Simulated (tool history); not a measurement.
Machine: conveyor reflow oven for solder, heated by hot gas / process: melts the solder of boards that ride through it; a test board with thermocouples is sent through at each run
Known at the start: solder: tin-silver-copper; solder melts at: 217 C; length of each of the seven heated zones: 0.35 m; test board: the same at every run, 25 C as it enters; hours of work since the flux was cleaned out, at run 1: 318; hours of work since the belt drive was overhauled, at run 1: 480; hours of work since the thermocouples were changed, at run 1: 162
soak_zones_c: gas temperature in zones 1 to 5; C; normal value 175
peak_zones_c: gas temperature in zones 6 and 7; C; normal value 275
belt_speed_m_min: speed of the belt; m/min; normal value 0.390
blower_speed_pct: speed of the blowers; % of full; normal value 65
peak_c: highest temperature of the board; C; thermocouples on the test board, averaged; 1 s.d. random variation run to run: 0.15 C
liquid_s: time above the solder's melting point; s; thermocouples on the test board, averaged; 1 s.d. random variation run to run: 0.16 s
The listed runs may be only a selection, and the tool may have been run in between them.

run	hour	soak_zones_c	peak_zones_c	belt_speed_m_min	blower_speed_pct	hours of work since the flux was cleaned out	hours of work since the belt drive was overhauled	hours of work since the thermocouples were changed	peak_c	liquid_s
1	0.0	175	275	0.390	65	318	480	162	259.9	89.2
2	11.1	175	275	0.390	65	324	486	168	259.8	89.0
3	23.6	175	275	0.390	65	331	493	175	260.1	89.0
4	35.9	175	275	0.390	65	338	499	181	260.0	89.2
5	47.2	175	275	0.390	65	344	505	187	259.5	89.0
6	55.8	175	275	0.390	65	349	510	192	260.0	88.9
7	68.3	175	275	0.390	65	356	517	199	260.0	89.2
8	84.0	175	285	0.390	65	364	525	207	268.7	95.9
9	103.5	175	275	0.425	65	375	536	218	256.9	78.5
# hour 112.8: flux residue cleaned out of gas plates and filters
10	121.5	182	277	0.448	65	5	543	225	261.2	81.3
11	137.2	182	277	0.448	65	13	552	234	260.7	81.3
12	150.6	182	277	0.448	65	21	559	241	260.8	80.8
13	169.4	166	277	0.358	65	31	569	251	265.7	98.8
14	188.2	182	286	0.360	60	41	579	262	274.7	111.2
15	202.5	182	286	0.360	60	49	587	269	274.4	111.6
16	217.7	164	286	0.360	53	57	596	278	269.7	99.9

What differs in the tool's unlogged condition from the final listed run ahead of each entry between runs to the first listed run following it?
From run 9 to run 10: flux residue cleaned out of gas plates and filters (hour 112.8)
  heat that the gas passes to the board, % of a clean oven's: 86.6 -> 98.4; belt's true speed, % of the reading: 98.81 -> 98.79; true gas temperature in zones 6 and 7 over the reading, C: 1.06 -> 1.08
  difference, measured minus the result without the unlogged condition, peak_c: -2.0 -> +1.0 C; liquid_s: -1.4 -> +1.7 s

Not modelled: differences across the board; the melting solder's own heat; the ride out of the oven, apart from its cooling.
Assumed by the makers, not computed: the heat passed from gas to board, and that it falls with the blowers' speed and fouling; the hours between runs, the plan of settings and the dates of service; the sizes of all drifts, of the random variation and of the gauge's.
